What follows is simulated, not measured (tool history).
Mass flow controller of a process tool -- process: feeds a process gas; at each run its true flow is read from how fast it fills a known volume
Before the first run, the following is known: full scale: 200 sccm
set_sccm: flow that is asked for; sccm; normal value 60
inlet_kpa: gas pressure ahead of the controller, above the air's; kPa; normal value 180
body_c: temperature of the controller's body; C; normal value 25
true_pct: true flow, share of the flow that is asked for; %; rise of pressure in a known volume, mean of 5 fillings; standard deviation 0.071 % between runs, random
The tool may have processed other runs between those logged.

run 1 hour=0 | set_sccm=60 inlet_kpa=180 body_c=25 | true_pct=99.54
run 2 hour=467.5 | set_sccm=60 inlet_kpa=180 body_c=25 | true_pct=99.62
run 3 hour=938.4 | set_sccm=60 inlet_kpa=180 body_c=25 | true_pct=99.47
run 4 hour=1284.4 | set_sccm=60 inlet_kpa=180 body_c=25 | true_pct=99.56
run 5 hour=1549.5 | set_sccm=60 inlet_kpa=180 body_c=23 | true_pct=99.23
run 6 hour=1975.8 | set_sccm=60 inlet_kpa=180 body_c=23 | true_pct=99.54
run 7 hour=2314 | set_sccm=60 inlet_kpa=180 body_c=23 | true_pct=99.39
run 8 hour=2778.5 | set_sccm=60 inlet_kpa=180 body_c=23 | true_pct=99.27
run 9 hour=3028.1 | set_sccm=33 inlet_kpa=219 body_c=32 | true_pct=100.26
run 10 hour=3446.3 | set_sccm=60 inlet_kpa=189 body_c=34 | true_pct=100.31
run 11 hour=3723.7 | set_sccm=26 inlet_kpa=244 body_c=29 | true_pct=99.85
run 12 hour=4195 | set_sccm=139 inlet_kpa=143 body_c=38 | true_pct=101.05
run 13 hour=4438.5 | set_sccm=139 inlet_kpa=143 body_c=38 | true_pct=100.87
run 14 hour=4845.4 | set_sccm=25 inlet_kpa=180 body_c=22 | true_pct=99.01
run 15 hour=5116.8 | set_sccm=138 inlet_kpa=180 body_c=22 | true_pct=99.65
run 16 hour=5356.2 | set_sccm=27 inlet_kpa=207 body_c=25 | true_pct=99.37

Below are 4 alternative next runs, each starting from the tool's condition after run 16. Predict each:
run A hour=5810.9 | set_sccm=27 inlet_kpa=207 body_c=23 | true_pct=?
run B hour=5810.9 | set_sccm=27 inlet_kpa=207 body_c=25 | true_pct=?
run C hour=5810.9 | set_sccm=60 inlet_kpa=180 body_c=38 | true_pct=?
run D hour=5810.9 | set_sccm=60 inlet_kpa=209 body_c=21 | true_pct=?

run=A true_pct=99.26
run=B true_pct=99.49
run=C true_pct=100.76
run=D true_pct=99.23
Without the tool's hidden state the same runs would have given:
run=A true_pct=99.26
run=B true_pct=99.48
run=C true_pct=100.74
run=D true_pct=99.21
